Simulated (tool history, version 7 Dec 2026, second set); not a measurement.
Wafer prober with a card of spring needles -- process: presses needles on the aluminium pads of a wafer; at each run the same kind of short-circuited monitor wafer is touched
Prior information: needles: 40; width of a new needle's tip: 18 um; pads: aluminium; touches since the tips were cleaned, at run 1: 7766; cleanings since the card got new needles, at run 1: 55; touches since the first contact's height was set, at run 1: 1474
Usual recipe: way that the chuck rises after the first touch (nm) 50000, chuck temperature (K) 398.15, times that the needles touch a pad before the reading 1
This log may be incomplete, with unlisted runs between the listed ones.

| run | day | way that the chuck rises after the first touch (nm) | chuck temperature (K) | times that the needles touch a pad before the reading | touches since the tips were cleaned | cleanings since the card got new needles | touches since the first contact's height was set | resistance of one needle with its contact and lead (mohm) | way that a needle slides on the pad (nm) |
|---|---|---|---|---|---|---|---|---|---|
| 1 | 0 | 50000 | 398.15 | 1 | 7766 | 55 | 1474 | 308 | 13680 |
|  | 0.154 | tips cleaned on abrasive film |
|  | 0.762 | tips cleaned on abrasive film |
|  | 1.371 | tips cleaned on abrasive film |
|  | 1.975 | tips cleaned on abrasive film |
| 2 | 2.125 | 50000 | 398.15 | 1 | 2072 | 59 | 30810 | 245 | 13630 |
|  | 2.733 | tips cleaned on abrasive film |
|  | 3.492 | tips cleaned on abrasive film |
|  | 4.25 | tips cleaned on abrasive film |
|  | 4.858 | tips cleaned on abrasive film |
| 3 | 5.088 | 50000 | 398.15 | 1 | 3225 | 63 | 71786 | 283 | 13550 |
|  | 5.546 | tips cleaned on abrasive film |
|  | 6.304 | tips cleaned on abrasive film |
|  | 6.317 | height of the first contact set anew |
|  | 6.921 | tips cleaned on abrasive film |
|  | 7.679 | tips cleaned on abrasive film |
|  | 8.438 | tips cleaned on abrasive film |
|  | 9.138 | tips cleaned on abrasive film |
| 4 | 9.138 | 50000 | 398.15 | 1 | 0 | 69 | 38995 | 159 | 13620 |
|  | 9.892 | tips cleaned on abrasive film |
|  | 10.5 | tips cleaned on abrasive film |
|  | 11.258 | tips cleaned on abrasive film |
|  | 11.867 | tips cleaned on abrasive film |
|  | 12.625 | tips cleaned on abrasive film |
|  | 12.638 | height of the first contact set anew |
| 5 | 13.083 | 50000 | 398.15 | 1 | 6214 | 74 | 6214 | 311 | 13710 |
|  | 13.388 | tips cleaned on abrasive film |
|  | 13.996 | tips cleaned on abrasive film |
|  | 14.754 | tips cleaned on abrasive film |
| 6 | 15 | 31000 | 398.15 | 1 | 3411 | 77 | 32694 | 521 | 8460 |
|  | 15.458 | tips cleaned on abrasive film |
|  | 16.062 | tips cleaned on abrasive film |
|  | 16.779 | tips cleaned on abrasive film |
| 7 | 16.779 | 31000 | 398.15 | 1 | 0 | 80 | 57298 | 205 | 8350 |
|  | 17.388 | tips cleaned on abrasive film |
|  | 18.146 | tips cleaned on abrasive film |
|  | 18.754 | tips cleaned on abrasive film |
|  | 18.917 | height of the first contact set anew |
|  | 19.525 | tips cleaned on abrasive film |
| 8 | 19.608 | 31000 | 398.15 | 1 | 1197 | 84 | 9586 | 402 | 8500 |
|  | 20.217 | tips cleaned on abrasive film |
|  | 20.825 | tips cleaned on abrasive film |
|  | 21.583 | tips cleaned on abrasive film |
| 9 | 21.821 | 31000 | 398.15 | 1 | 3283 | 87 | 40132 | 523 | 8430 |
|  | 22.275 | tips cleaned on abrasive film |
|  | 23.033 | tips cleaned on abrasive film |
|  | 23.792 | tips cleaned on abrasive film |
|  | 24.55 | tips cleaned on abrasive film |
| 10 | 25 | 50000 | 398.15 | 1 | 6260 | 91 | 84142 | 318 | 13570 |
|  | 25.304 | tips cleaned on abrasive film |
|  | 25.317 | height of the first contact set anew |
|  | 26.075 | tips cleaned on abrasive film |
|  | 26.833 | tips cleaned on abrasive film |
| 11 | 27.275 | 49000 | 398.15 | 1 | 6132 | 94 | 27104 | 325 | 13400 |
|  | 27.579 | tips cleaned on abrasive film |
|  | 28.188 | tips cleaned on abrasive film |
|  | 28.796 | tips cleaned on abrasive film |
|  | 29.554 | tips cleaned on abrasive film |
|  | 30.162 | tips cleaned on abrasive film |
|  | 30.858 | tips cleaned on abrasive film |
| 12 | 30.858 | 49000 | 398.15 | 1 | 0 | 100 | 76595 | 158 | 13290 |
|  | 31.467 | tips cleaned on abrasive film |
|  | 31.629 | height of the first contact set anew |
|  | 32.083 | tips cleaned on abrasive film |
|  | 32.842 | tips cleaned on abrasive film |
| 13 | 33.417 | 50000 | 363.15 | 2 | 7964 | 103 | 24741 | 255 | 13650 |
|  | 33.571 | tips cleaned on abrasive film |
|  | 34.179 | tips cleaned on abrasive film |
|  | 34.783 | tips cleaned on abrasive film |
| 14 | 35.217 | 38000 | 302.15 | 1 | 6017 | 106 | 49634 | 508 | 10300 |
|  | 35.525 | tips cleaned on abrasive film |
|  | 36.129 | tips cleaned on abrasive film |
|  | 36.888 | tips cleaned on abrasive film |
|  | 37.496 | tips cleaned on abrasive film |
| 15 | 37.783 | 57000 | 349.15 | 1 | 3996 | 110 | 85088 | 265 | 15430 |
|  | 37.946 | height of the first contact set anew |
|  | 38.254 | tips cleaned on abrasive film |
|  | 38.858 | tips cleaned on abrasive film |
|  | 39.467 | tips cleaned on abrasive film |
|  | 40.225 | tips cleaned on abrasive film |
|  | 40.833 | tips cleaned on abrasive film |
| 16 | 40.983 | 57000 | 349.15 | 2 | 2107 | 115 | 41954 | 188 | 15520 |
|  | 41.446 | tips cleaned on abrasive film |
|  | 42.054 | tips cleaned on abrasive film |
|  | 42.662 | tips cleaned on abrasive film |
|  | 43.421 | tips cleaned on abrasive film |
| 17 | 43.75 | 39000 | 308.15 | 1 | 4604 | 119 | 80198 | 467 | 10510 |
|  | 44.054 | tips cleaned on abrasive film |
|  | 44.371 | height of the first contact set anew |
|  | 44.825 | tips cleaned on abrasive film |
|  | 45.433 | tips cleaned on abrasive film |
|  | 46.192 | tips cleaned on abrasive film |
|  | 46.8 | tips cleaned on abrasive film |
| 18 | 47.071 | 36000 | 325.15 | 2 | 3803 | 124 | 37358 | 343 | 9800 |
|  | 47.529 | tips cleaned on abrasive film |
|  | 48.288 | tips cleaned on abrasive film |
|  | 48.896 | tips cleaned on abrasive film |
|  | 49.646 | tips cleaned on abrasive film |
| 19 | 49.646 | 36000 | 325.15 | 2 | 0 | 128 | 72917 | 172 | 9760 |
|  | 50.254 | tips cleaned on abrasive film |
|  | 50.717 | height of the first contact set anew |
|  | 51.025 | tips cleaned on abrasive film |
|  | 51.629 | tips cleaned on abrasive film |
|  | 52.388 | tips cleaned on abrasive film |
|  | 52.996 | tips cleaned on abrasive film |
|  | 53.704 | tips cleaned on abrasive film |
| 20 | 53.704 | 50000 | 364.15 | 1 | 0 | 134 | 41258 | 150 | 13630 |
|  | 54.462 | tips cleaned on abrasive film |
|  | 55.221 | tips cleaned on abrasive film |
|  | 55.979 | tips cleaned on abrasive film |
| 21 | 56.179 | 61000 | 322.15 | 1 | 2762 | 137 | 75478 | 254 | 16540 |
|  | 56.633 | tips cleaned on abrasive film |
|  | 57.1 | height of the first contact set anew |
|  | 57.254 | tips cleaned on abrasive film |
|  | 57.862 | tips cleaned on abrasive film |
|  | 58.621 | tips cleaned on abrasive film |
|  | 59.379 | tips cleaned on abrasive film |
| 22 | 59.912 | 61000 | 322.15 | 1 | 7445 | 142 | 38904 | 283 | 16620 |
|  | 60.067 | tips cleaned on abrasive film |
|  | 60.675 | tips cleaned on abrasive film |
|  | 61.433 | tips cleaned on abrasive film |
|  | 62.042 | tips cleaned on abrasive film |
| 23 | 62.146 | 50000 | 366.15 | 1 | 1467 | 146 | 69732 | 245 | 13530 |

Some steps in resistance of one needle with its contact and lead (mohm) between neighbouring runs. How much of each would the tool show without its hidden state too (settings, what came in, random variation), and how much is left for the hidden state, with any gauge scatter that isn't in both results?
The tool's hidden condition here consists of: debris on the tips, nm; way that the needles fall short of the set height, um; tips' diameter, um; drift of the gauge itself on contact_mohm, %; drift of the gauge itself on scrub_um, %.
Run 6 -> 7: tips cleaned on abrasive film, tips cleaned on abrasive film, tips cleaned on abrasive film. resistance of one needle with its contact and lead (mohm) -316: hidden state -318, all else +2.
Run 16 -> 17: way that the chuck rises after the first touch (nm) 57000 -> 39000, chuck temperature (K) 349.15 -> 308.15, times that the needles touch a pad before the reading 2 -> 1, tips cleaned on abrasive film, tips cleaned on abrasive film, tips cleaned on abrasive film, tips cleaned on abrasive film. resistance of one needle with its contact and lead (mohm) +279: hidden state +274, all else +5.
